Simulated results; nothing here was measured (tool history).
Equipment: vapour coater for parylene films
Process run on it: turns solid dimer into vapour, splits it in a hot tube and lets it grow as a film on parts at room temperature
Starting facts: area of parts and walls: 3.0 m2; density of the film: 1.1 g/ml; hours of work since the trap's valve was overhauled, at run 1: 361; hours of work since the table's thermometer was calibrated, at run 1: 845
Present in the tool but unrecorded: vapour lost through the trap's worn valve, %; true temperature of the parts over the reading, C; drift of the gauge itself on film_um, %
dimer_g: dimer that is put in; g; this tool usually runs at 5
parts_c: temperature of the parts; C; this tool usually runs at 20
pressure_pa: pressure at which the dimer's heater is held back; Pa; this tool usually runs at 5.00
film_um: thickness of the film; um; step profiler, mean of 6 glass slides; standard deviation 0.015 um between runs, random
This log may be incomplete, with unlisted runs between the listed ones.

run,hour,dimer_g,parts_c,pressure_pa,hours of work since the trap's valve was overhauled,hours of work since the table's thermometer was calibrated,film_um
1,0.0,5,20,5.00,361,845,0.83
2,13.1,5,20,5.00,373,857,0.81
3,30.7,5,20,2.43,388,872,0.97
4,42.6,5,18,2.43,398,882,1.04
5,62.8,5,20,10.03,416,900,0.71
6,78.0,5,20,10.03,429,913,0.65
7,94.9,5,20,10.03,444,928,0.69
8,112.4,5,20,10.03,459,943,0.69
# hour 128.5: trap's valve overhauled
9,132.6,2,20,10.03,4,957,0.30
10,152.5,2,20,10.03,21,974,0.29
11,173.3,3,20,5.00,39,993,0.54
12,189.6,5,20,5.00,53,1007,0.88
13,204.9,5,20,5.00,66,1020,0.86
14,226.9,5,20,5.00,86,1039,0.87
15,245.1,5,20,5.00,101,1055,0.88
16,255.6,5,18,5.00,110,1064,0.92
17,276.3,5,18,6.87,129,1082,0.83
18,290.2,5,18,6.87,141,1094,0.85
19,308.8,5,15,5.00,157,1110,1.00
20,321.1,5,21,5.00,167,1121,0.83
21,343.3,5,21,5.00,187,1140,0.83
22,359.1,5,25,5.00,200,1154,0.73
23,381.2,5,25,5.00,220,1173,0.74
24,399.4,5,25,5.00,235,1189,0.74
25,411.5,5,25,5.00,246,1200,0.73
26,436.8,5,25,5.00,268,1222,0.71
27,453.2,5,20,3.27,282,1236,0.93
28,465.9,2,17,5.00,293,1247,0.35
29,486.5,5,19,5.00,311,1265,0.83
30,510.8,5,19,5.00,332,1286,0.83
31,531.4,4,19,9.74,350,1304,0.56
32,553.8,8,21,11.70,370,1323,1.05
33,573.3,5,32,5.81,387,1340,0.54
34,596.4,5,32,3.64,407,1360,0.64
35,611.4,5,26,9.21,420,1374,0.58
36,633.1,6,14,2.06,439,1392,1.43
37,655.1,5,16,2.06,458,1412,1.12
# hour 672.7: trap's valve overhauled
38,680.4,5,16,2.06,7,1430,1.20
39,692.6,3,22,11.21,17,1441,0.41

What does the tool deliver on the next run?
40,713.1,7,29,4.99,35,1459,?

{"run 40": {"film_um": 0.93}}
Had the tool carried no hidden state, the very same run would have given film_um 0.96 um.
